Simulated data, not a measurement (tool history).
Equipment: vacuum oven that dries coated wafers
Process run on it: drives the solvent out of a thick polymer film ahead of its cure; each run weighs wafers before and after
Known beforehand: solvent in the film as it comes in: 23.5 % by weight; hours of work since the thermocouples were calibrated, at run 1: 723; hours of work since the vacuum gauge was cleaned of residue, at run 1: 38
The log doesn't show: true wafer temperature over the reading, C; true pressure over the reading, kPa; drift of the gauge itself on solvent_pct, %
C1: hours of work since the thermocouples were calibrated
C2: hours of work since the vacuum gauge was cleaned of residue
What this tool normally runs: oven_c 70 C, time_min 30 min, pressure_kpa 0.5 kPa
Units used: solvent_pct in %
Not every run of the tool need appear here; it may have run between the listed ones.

run 1 hour=0 | oven_c=70 time_min=30 pressure_kpa=0.5 | C1=723 C2=38 | solvent_pct=3.24
run 2 hour=28.1 | oven_c=70 time_min=30 pressure_kpa=1.832 | C1=740 C2=56 | solvent_pct=4.1
run 3 hour=42.6 | oven_c=70 time_min=30 pressure_kpa=1.832 | C1=749 C2=65 | solvent_pct=4.11
run 4 hour=59.4 | oven_c=70 time_min=30 pressure_kpa=1.832 | C1=760 C2=75 | solvent_pct=4.1
run 5 hour=88.7 | oven_c=70 time_min=30 pressure_kpa=1.832 | C1=778 C2=93 | solvent_pct=4.12
run 6 hour=104.4 | oven_c=70 time_min=30 pressure_kpa=1.832 | C1=787 C2=103 | solvent_pct=4.1
run 7 hour=129.1 | oven_c=70 time_min=30 pressure_kpa=1.832 | C1=803 C2=118 | solvent_pct=4.09
run 8 hour=157.6 | oven_c=70 time_min=30 pressure_kpa=0.5 | C1=820 C2=136 | solvent_pct=3.24
-- hour=170.6 oven's thermocouples calibrated
run 9 hour=173.6 | oven_c=70 time_min=30 pressure_kpa=0.28 | C1=2 C2=145 | solvent_pct=3.29
run 10 hour=202.5 | oven_c=70 time_min=30 pressure_kpa=0.28 | C1=20 C2=163 | solvent_pct=3.3
run 11 hour=224.1 | oven_c=70 time_min=30 pressure_kpa=0.28 | C1=33 C2=176 | solvent_pct=3.28
run 12 hour=250.6 | oven_c=70 time_min=30 pressure_kpa=0.28 | C1=50 C2=192 | solvent_pct=3.27
run 13 hour=275.5 | oven_c=70 time_min=30 pressure_kpa=0.28 | C1=65 C2=208 | solvent_pct=3.27
run 14 hour=296.5 | oven_c=70 time_min=30 pressure_kpa=0.28 | C1=78 C2=221 | solvent_pct=3.28
run 15 hour=314.7 | oven_c=69 time_min=30 pressure_kpa=0.5 | C1=89 C2=232 | solvent_pct=3.75
run 16 hour=346 | oven_c=69 time_min=30 pressure_kpa=0.5 | C1=109 C2=251 | solvent_pct=3.76
run 17 hour=365.3 | oven_c=69 time_min=30 pressure_kpa=0.5 | C1=121 C2=263 | solvent_pct=3.74
run 18 hour=394.4 | oven_c=69 time_min=30 pressure_kpa=0.5 | C1=139 C2=281 | solvent_pct=3.73
run 19 hour=409.6 | oven_c=70 time_min=30 pressure_kpa=0.745 | C1=148 C2=291 | solvent_pct=3.55
run 20 hour=442 | oven_c=70 time_min=30 pressure_kpa=0.745 | C1=168 C2=311 | solvent_pct=3.56
run 21 hour=464.9 | oven_c=70 time_min=30 pressure_kpa=0.745 | C1=182 C2=325 | solvent_pct=3.57
run 22 hour=484 | oven_c=70 time_min=30 pressure_kpa=0.745 | C1=194 C2=337 | solvent_pct=3.55
run 23 hour=501.9 | oven_c=75 time_min=30 pressure_kpa=0.5 | C1=205 C2=348 | solvent_pct=2.01
run 24 hour=522.7 | oven_c=75 time_min=21 pressure_kpa=0.5 | C1=218 C2=361 | solvent_pct=3.79
run 25 hour=544.9 | oven_c=79 time_min=21 pressure_kpa=0.5 | C1=232 C2=375 | solvent_pct=2.59
run 26 hour=572 | oven_c=64 time_min=21 pressure_kpa=0.5 | C1=249 C2=391 | solvent_pct=7.97
run 27 hour=591.2 | oven_c=64 time_min=21 pressure_kpa=0.5 | C1=261 C2=403 | solvent_pct=8
run 28 hour=610.3 | oven_c=58 time_min=21 pressure_kpa=1.395 | C1=272 C2=415 | solvent_pct=11.03
run 29 hour=629.1 | oven_c=56 time_min=21 pressure_kpa=1.395 | C1=284 C2=427 | solvent_pct=11.87
run 30 hour=652.5 | oven_c=70 time_min=50 pressure_kpa=0.5 | C1=299 C2=441 | solvent_pct=1.27
run 31 hour=685.5 | oven_c=70 time_min=30 pressure_kpa=1.484 | C1=319 C2=462 | solvent_pct=4.01
run 32 hour=703.1 | oven_c=70 time_min=30 pressure_kpa=1.484 | C1=330 C2=473 | solvent_pct=4.01
run 33 hour=734.7 | oven_c=56 time_min=30 pressure_kpa=1.484 | C1=350 C2=492 | solvent_pct=9.74
run 34 hour=761.7 | oven_c=56 time_min=30 pressure_kpa=1.484 | C1=366 C2=509 | solvent_pct=9.76
run 35 hour=784.9 | oven_c=78 time_min=30 pressure_kpa=0.617 | C1=381 C2=523 | solvent_pct=1.44
run 36 hour=810.7 | oven_c=75 time_min=50 pressure_kpa=0.308 | C1=397 C2=539 | solvent_pct=0.56
run 37 hour=832.2 | oven_c=57 time_min=25 pressure_kpa=0.679 | C1=410 C2=553 | solvent_pct=9.82
run 38 hour=853.6 | oven_c=66 time_min=22 pressure_kpa=0.5 | C1=423 C2=566 | solvent_pct=6.79
run 39 hour=879.6 | oven_c=56 time_min=34 pressure_kpa=0.379 | C1=439 C2=582 | solvent_pct=7.97
run 40 hour=911.4 | oven_c=61 time_min=35 pressure_kpa=0.271 | C1=459 C2=602 | solvent_pct=5.55
run 41 hour=941.4 | oven_c=81 time_min=35 pressure_kpa=0.297 | C1=478 C2=620 | solvent_pct=0.56
run 42 hour=961.8 | oven_c=73 time_min=26 pressure_kpa=0.29 | C1=490 C2=633 | solvent_pct=3.06
run 43 hour=980.9 | oven_c=55 time_min=26 pressure_kpa=0.29 | C1=502 C2=645 | solvent_pct=10.06
run 44 hour=999 | oven_c=55 time_min=26 pressure_kpa=0.29 | C1=513 C2=656 | solvent_pct=10.04
run 45 hour=1024 | oven_c=70 time_min=24 pressure_kpa=1.083 | C1=529 C2=672 | solvent_pct=4.98
run 46 hour=1041.9 | oven_c=70 time_min=24 pressure_kpa=1.083 | C1=540 C2=683 | solvent_pct=5.02
run 47 hour=1058.9 | oven_c=61 time_min=27 pressure_kpa=0.38 | C1=551 C2=693 | solvent_pct=7.39

Each row is a separate what-if for the run after 47, all from the same tool condition, not one after another. Results?
run A hour=1085.8 | oven_c=55 time_min=34 pressure_kpa=0.38 | C1=567 C2=710 | solvent_pct=?
run B hour=1085.8 | oven_c=74 time_min=30 pressure_kpa=1.276 | C1=567 C2=710 | solvent_pct=?
run C hour=1085.8 | oven_c=64 time_min=37 pressure_kpa=1.463 | C1=567 C2=710 | solvent_pct=?
run D hour=1085.8 | oven_c=61 time_min=17 pressure_kpa=0.38 | C1=567 C2=710 | solvent_pct=?

run=A solvent_pct=8.32
run=B solvent_pct=2.66
run=C solvent_pct=4.95
run=D solvent_pct=10.42
Had the tool no hidden state, the same runs would have come out as:
run=A solvent_pct=8.49
run=B solvent_pct=2.77
run=C solvent_pct=5.11
run=D solvent_pct=10.6
